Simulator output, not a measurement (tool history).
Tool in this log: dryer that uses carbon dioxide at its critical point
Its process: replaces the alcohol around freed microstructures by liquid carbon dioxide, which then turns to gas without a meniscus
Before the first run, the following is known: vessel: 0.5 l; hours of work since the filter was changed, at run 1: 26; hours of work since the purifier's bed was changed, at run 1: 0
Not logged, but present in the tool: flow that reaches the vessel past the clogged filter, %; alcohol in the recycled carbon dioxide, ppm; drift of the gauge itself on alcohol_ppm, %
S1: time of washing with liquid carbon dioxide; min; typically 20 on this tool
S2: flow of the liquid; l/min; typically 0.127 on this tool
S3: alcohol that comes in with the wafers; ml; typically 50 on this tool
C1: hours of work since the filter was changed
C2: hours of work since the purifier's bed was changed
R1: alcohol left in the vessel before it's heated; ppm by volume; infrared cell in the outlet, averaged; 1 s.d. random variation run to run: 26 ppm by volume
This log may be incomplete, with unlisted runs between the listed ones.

run   hour  S1     S2   S3   C1   C2     R1
  1    0.0  20  0.127   50   26    0   1767
  2    7.5  20  0.127   50   29    3   1747
  3   16.8  20  0.127   50   32    6   1768
  4   30.4  20  0.127   50   37   11   1794
  5   36.2  20  0.127   50   39   13   1739
  6   44.1  20  0.127   50   41   15   1766
  7   52.1  20  0.127   50   44   18   1792
  8   63.0  20  0.127   50   48   22   1749
  9   68.9  20  0.127   50   50   24   1779
 10   77.0  20  0.127   50   52   26   1811
 11   90.7  20  0.127   50   57   31   1821
 12   98.9  20  0.127   50   60   34   1767
 13  108.2  20  0.127   50   63   37   1821
 14  114.1  20  0.127   50   65   39   1796
 15  123.0  20  0.127   23   68   42    840
 16  129.8  20  0.127   71   70   44   2607
 17  143.1  20  0.127   71   75   49   2587
 18  156.3  20  0.127   71   79   53   2578
 19  170.5  20  0.127   50   84   58   1797
 20  176.3  20  0.127   50   86   60   1847
 21  186.4  20  0.127   50   90   64   1829
 22  192.4  20  0.127   50   92   66   1873
 23  205.2  20  0.127   50   96   70   1867
 24  213.1  20  0.127   50   99   73   1866
 25  220.5  20  0.127   50  101   75   1861
 26  234.2  20  0.127   50  106   80   1883
 27  247.7  15  0.181   65  111   85   1813
 28  261.7  15  0.127  111  115   89  11318
 29  270.2  18  0.091  116  118   92  18060
 30  276.3  19  0.142  116  120   94   3281
 31  284.3  19  0.142  116  123   97   3330
 32  297.4  14  0.086   95  128  102  29257
 33  303.9  20  0.190   50  130  104    288
 34  310.9  27  0.097   52  132  106   1815
 35  324.7  25  0.127   30  137  111    467
 36  331.0  18  0.212   91  139  113    492
 37  339.6  28  0.127   50  142  116    444
 38  352.4  28  0.127   50  146  120    446
 39  362.7  28  0.102   22  150  124    587
 40  372.8  28  0.102   22  153  127    583
 41  379.4  20  0.197   50  156  129    255
 42  390.1  19  0.117   64  159  133   3944
 43  398.8  19  0.117   64  162  136   4073
 44  408.9  19  0.117   64  166  140   4195
 45  415.2  19  0.117   64  168  142   4151
 46  422.4  19  0.117   64  170  144   4196

3 options for the next run, each taken on its own from the tool as it stands now. Forecast them:
  A  435.7  20  0.078   46  175  149   ?
  B  435.7  19  0.211  116  175  149   ?
  C  435.7  23  0.117   33  175  149   ?

run    R1
  A  8427
  B   485
  C  1063
Had the tool no hidden state, the same runs would have come out as:
run    R1
  A  7812
  B   347
  C   882
